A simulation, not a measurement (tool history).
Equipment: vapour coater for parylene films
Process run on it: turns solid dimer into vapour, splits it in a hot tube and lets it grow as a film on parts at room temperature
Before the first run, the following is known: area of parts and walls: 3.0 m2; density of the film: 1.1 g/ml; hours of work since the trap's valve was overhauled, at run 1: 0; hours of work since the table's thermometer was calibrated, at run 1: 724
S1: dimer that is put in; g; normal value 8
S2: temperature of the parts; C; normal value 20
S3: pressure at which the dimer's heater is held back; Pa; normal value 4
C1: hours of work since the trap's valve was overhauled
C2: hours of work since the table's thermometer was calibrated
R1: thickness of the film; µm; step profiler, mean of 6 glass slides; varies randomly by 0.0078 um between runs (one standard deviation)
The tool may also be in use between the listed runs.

run,day,S1,S2,S3,C1,C2,R1
1,0,8,20,4,0,724,2.002
2,0.838,8,20,3.84,13,737,2.012
3,2.15,8,20,3.84,33,758,2.004
4,3.442,4,20,3.84,54,778,0.992
5,4.525,4,20,3.84,70,795,0.987
6,5.6,4,20,3.84,87,811,1.003
7,7.175,4,20,3.84,112,836,0.989
8,8.017,4,20,3.84,125,849,0.967
9,9.379,5,20,3.84,146,870,1.23
10,10.479,5,20,3.84,163,887,1.22
11,11.183,5,20,3.84,174,898,1.226
12,11.925,5,20,3.84,186,910,1.218
13,12.688,5,20,3.84,197,922,1.217
14,13.821,5,20,3.84,215,939,1.208
15,15.258,5,20,3.84,237,962,1.204
16,16.404,5,20,3.84,255,979,1.193
17,18.025,5,20,3.84,280,1005,1.204
18,19.308,5,20,3.84,300,1025,1.204
19,20.721,8,20,2.18,322,1047,2.155
20,21.633,4,13,11.35,337,1061,1.039
21,23.208,3,30,11.35,361,1085,0.333
22,24.608,3,30,11.35,383,1107,0.339
23,25.358,11,30,4.29,394,1119,1.57
24,26.725,4,20,4.04,416,1140,0.941
25,27.667,8,21,4,430,1155,1.774
26,29.108,8,21,4,453,1177,1.764
27,30.342,4,21,4,472,1196,0.874
28,31.221,8,20,4,486,1210,1.841
# day 32.617: trap's valve overhauled
29,32.617,8,20,4,0,1229,2.043
30,33.388,3,16,2.26,12,1241,0.88
31,34.446,8,29,8.58,28,1257,1.104
32,35.812,4,21,2.88,50,1279,1.039
33,36.629,6,20,4,62,1291,1.515
# day 38.221: table's thermometer calibrated
34,38.225,8,30,10.43,87,0,0.925
35,39.433,8,30,10.43,105,19,0.935
36,40.479,8,27,2.86,122,35,1.432
37,41.804,5,21,7.09,142,56,0.967

Each row is a separate what-if for the run after 37, all from the same tool condition, not one after another. Results?
A,42.625,10,18,2.79,155,68,?
B,42.625,6,20,3.04,155,68,?
C,42.625,11,29,6.88,155,68,?

run,R1
A,2.785
B,1.491
C,1.461
Had the tool no hidden state, the same runs would have come out as:
run,R1
A,2.866
B,1.535
C,1.504

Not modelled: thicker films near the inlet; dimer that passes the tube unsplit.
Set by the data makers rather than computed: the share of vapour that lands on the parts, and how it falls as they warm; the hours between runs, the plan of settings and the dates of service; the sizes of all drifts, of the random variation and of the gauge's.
